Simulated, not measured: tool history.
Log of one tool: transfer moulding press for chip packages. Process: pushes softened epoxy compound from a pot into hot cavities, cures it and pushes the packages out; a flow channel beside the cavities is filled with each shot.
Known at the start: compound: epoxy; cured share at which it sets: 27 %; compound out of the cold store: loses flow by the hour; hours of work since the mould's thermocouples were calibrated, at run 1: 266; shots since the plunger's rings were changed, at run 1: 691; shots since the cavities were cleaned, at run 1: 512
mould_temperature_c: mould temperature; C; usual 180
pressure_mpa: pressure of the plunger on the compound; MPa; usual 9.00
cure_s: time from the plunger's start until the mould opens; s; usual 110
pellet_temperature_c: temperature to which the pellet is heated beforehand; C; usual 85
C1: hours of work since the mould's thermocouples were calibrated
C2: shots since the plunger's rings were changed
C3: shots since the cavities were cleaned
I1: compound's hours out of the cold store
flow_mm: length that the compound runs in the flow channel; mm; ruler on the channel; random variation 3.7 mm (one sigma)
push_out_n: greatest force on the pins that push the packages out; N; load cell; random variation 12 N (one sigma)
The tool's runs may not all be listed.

run 1 day=0.000 | mould_temperature_c=180 pressure_mpa=9.00 cure_s=110 pellet_temperature_c=85 | C1=266 C2=691 C3=512 | I1=20.1 | flow_mm=507 push_out_n=583
-- day=0.762 cavities cleaned with cleaning compound and waxed
run 2 day=0.762 | mould_temperature_c=180 pressure_mpa=9.00 cure_s=110 pellet_temperature_c=85 | C1=278 C2=907 C3=0 | I1=31.9 | flow_mm=488 push_out_n=549
run 3 day=1.271 | mould_temperature_c=180 pressure_mpa=9.00 cure_s=110 pellet_temperature_c=85 | C1=287 C2=1065 C3=158 | I1=14.4 | flow_mm=518 push_out_n=597
run 4 day=1.775 | mould_temperature_c=180 pressure_mpa=9.00 cure_s=110 pellet_temperature_c=85 | C1=296 C2=1221 C3=314 | I1=17.4 | flow_mm=505 push_out_n=580
run 5 day=2.562 | mould_temperature_c=180 pressure_mpa=9.00 cure_s=110 pellet_temperature_c=85 | C1=309 C2=1464 C3=557 | I1=45.7 | flow_mm=465 push_out_n=541
-- day=3.138 cavities cleaned with cleaning compound and waxed
run 6 day=3.171 | mould_temperature_c=187 pressure_mpa=9.00 cure_s=110 pellet_temperature_c=85 | C1=319 C2=1633 C3=10 | I1=39.1 | flow_mm=473 push_out_n=439
run 7 day=3.729 | mould_temperature_c=187 pressure_mpa=9.00 cure_s=110 pellet_temperature_c=85 | C1=328 C2=1806 C3=183 | I1=12.4 | flow_mm=498 push_out_n=419
run 8 day=4.483 | mould_temperature_c=172 pressure_mpa=9.00 cure_s=110 pellet_temperature_c=85 | C1=341 C2=2040 C3=417 | I1=36.1 | flow_mm=507 push_out_n=1005
run 9 day=4.954 | mould_temperature_c=172 pressure_mpa=10.93 cure_s=110 pellet_temperature_c=94 | C1=350 C2=2185 C3=562 | I1=19.3 | flow_mm=579 push_out_n=1031
run 10 day=5.392 | mould_temperature_c=172 pressure_mpa=8.94 cure_s=124 pellet_temperature_c=78 | C1=357 C2=2320 C3=697 | I1=29.7 | flow_mm=512 push_out_n=778
-- day=5.521 cavities cleaned with cleaning compound and waxed
run 11 day=6.133 | mould_temperature_c=172 pressure_mpa=8.94 cure_s=124 pellet_temperature_c=78 | C1=369 C2=2531 C3=189 | I1=26.9 | flow_mm=508 push_out_n=785
run 12 day=6.671 | mould_temperature_c=172 pressure_mpa=8.94 cure_s=124 pellet_temperature_c=78 | C1=378 C2=2698 C3=356 | I1=21.3 | flow_mm=524 push_out_n=831
run 13 day=7.017 | mould_temperature_c=173 pressure_mpa=8.94 cure_s=124 pellet_temperature_c=76 | C1=384 C2=2804 C3=462 | I1=11.1 | flow_mm=532 push_out_n=774

Forecast each of these 3 alternatives for the next run:
run A day=7.358 | mould_temperature_c=173 pressure_mpa=9.96 cure_s=94 pellet_temperature_c=80 | C1=390 C2=2910 C3=568 | I1=20.7 | flow_mm=? push_out_n=?
run B day=7.358 | mould_temperature_c=174 pressure_mpa=7.53 cure_s=104 pellet_temperature_c=85 | C1=390 C2=2910 C3=568 | I1=30.5 | flow_mm=? push_out_n=?
run C day=7.358 | mould_temperature_c=173 pressure_mpa=10.89 cure_s=117 pellet_temperature_c=95 | C1=390 C2=2910 C3=568 | I1=13.9 | flow_mm=? push_out_n=?

run=A flow_mm=553 push_out_n=1364
run=B flow_mm=460 push_out_n=979
run=C flow_mm=589 push_out_n=846
Without the tool's hidden state the same runs would have given:
run=A flow_mm=553 push_out_n=1343
run=B flow_mm=460 push_out_n=964
run=C flow_mm=589 push_out_n=832
